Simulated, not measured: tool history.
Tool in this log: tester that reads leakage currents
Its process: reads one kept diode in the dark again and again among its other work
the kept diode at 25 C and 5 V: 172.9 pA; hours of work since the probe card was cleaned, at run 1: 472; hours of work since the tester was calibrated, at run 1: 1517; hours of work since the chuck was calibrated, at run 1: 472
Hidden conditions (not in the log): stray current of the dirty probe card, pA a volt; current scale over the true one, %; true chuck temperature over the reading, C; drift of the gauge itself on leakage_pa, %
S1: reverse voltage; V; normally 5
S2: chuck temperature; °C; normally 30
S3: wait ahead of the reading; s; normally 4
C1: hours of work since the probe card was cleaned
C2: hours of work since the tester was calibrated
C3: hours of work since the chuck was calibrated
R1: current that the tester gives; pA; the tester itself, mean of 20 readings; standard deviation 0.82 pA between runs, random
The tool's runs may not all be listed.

Run 1, hour 0: usual settings; C1 472; C2 1517; C3 472. Result: R1 282.06 pA.
Run 2, hour 249.5: usual settings but S3 9.49 s; C1 636; C2 1681; C3 636. Result: R1 282.01 pA.
Run 3, hour 432.3: usual settings but S2 24 °C, S3 9.49 s; C1 757; C2 1802; C3 757. Result: R1 164.91 pA.
Run 4, hour 640.1: usual settings but S2 24 °C, S3 9.49 s; C1 894; C2 1939; C3 894. Result: R1 166.91 pA.
Run 5, hour 866.8: usual settings but S2 24 °C, S3 9.49 s; C1 1044; C2 2089; C3 1044. Result: R1 168.06 pA.
Run 6, hour 1121.1: usual settings but S2 24 °C, S3 9.49 s; C1 1211; C2 2256; C3 1211. Result: R1 169.29 pA.
Run 7, hour 1257.8: usual settings but S2 24 °C, S3 9.49 s; C1 1301; C2 2346; C3 1301. Result: R1 170.6 pA.
Run 8, hour 1410.7: usual settings but S2 24 °C, S3 9.49 s; C1 1402; C2 2447; C3 1402. Result: R1 171.61 pA.
At hour 1438.3: probe card cleaned and baked.
Run 9, hour 1605.3: usual settings but S2 24 °C, S3 9.49 s; C1 110; C2 2574; C3 1529. Result: R1 173.67 pA.
Run 10, hour 1724: usual settings; C1 188; C2 2652; C3 1607. Result: R1 300 pA.
Run 11, hour 1877.8: usual settings; C1 290; C2 2753; C3 1708. Result: R1 301.27 pA.
At hour 2072.7: probe card cleaned and baked, once more.
Run 12, hour 2096.7: usual settings but S3 3.98 s; C1 16; C2 2896; C3 1851. Result: R1 299.6 pA.
Run 13, hour 2272: usual settings but S3 3.98 s; C1 131; C2 3011; C3 1966. Result: R1 301.28 pA.
Run 14, hour 2412.6: usual settings but S3 3.98 s; C1 224; C2 3104; C3 2059. Result: R1 301.84 pA.
Run 15, hour 2549.8: usual settings but S1 4.45 V, S2 26 °C, S3 3.98 s; C1 315; C2 3195; C3 2150. Result: R1 200.99 pA.
At hour 2596.7: chuck's temperature calibrated.
Run 16, hour 2796.5: usual settings but S1 4.45 V, S2 26 °C, S3 3.98 s; C1 476; C2 3356; C3 132. Result: R1 183.41 pA.
Run 17, hour 3015.2: usual settings but S1 2.65 V, S2 59 °C, S3 0.83 s; C1 620; C2 3500; C3 276. Result: R1 2219.27 pA.
Run 18, hour 3138.9: usual settings but S1 2.65 V, S2 59 °C, S3 0.83 s; C1 702; C2 3582; C3 358. Result: R1 2226.94 pA.

What will run 19 give?
Run 19, hour 3357.1: usual settings but S1 19.87 V, S2 29 °C, S3 0.83 s; C1 846; C2 3726; C3 502. Result: R1 ?.

Run 19 measured R1 513.88 pA.
Minus the tool's unlogged condition, the same run would have read R1 489.3 pA.
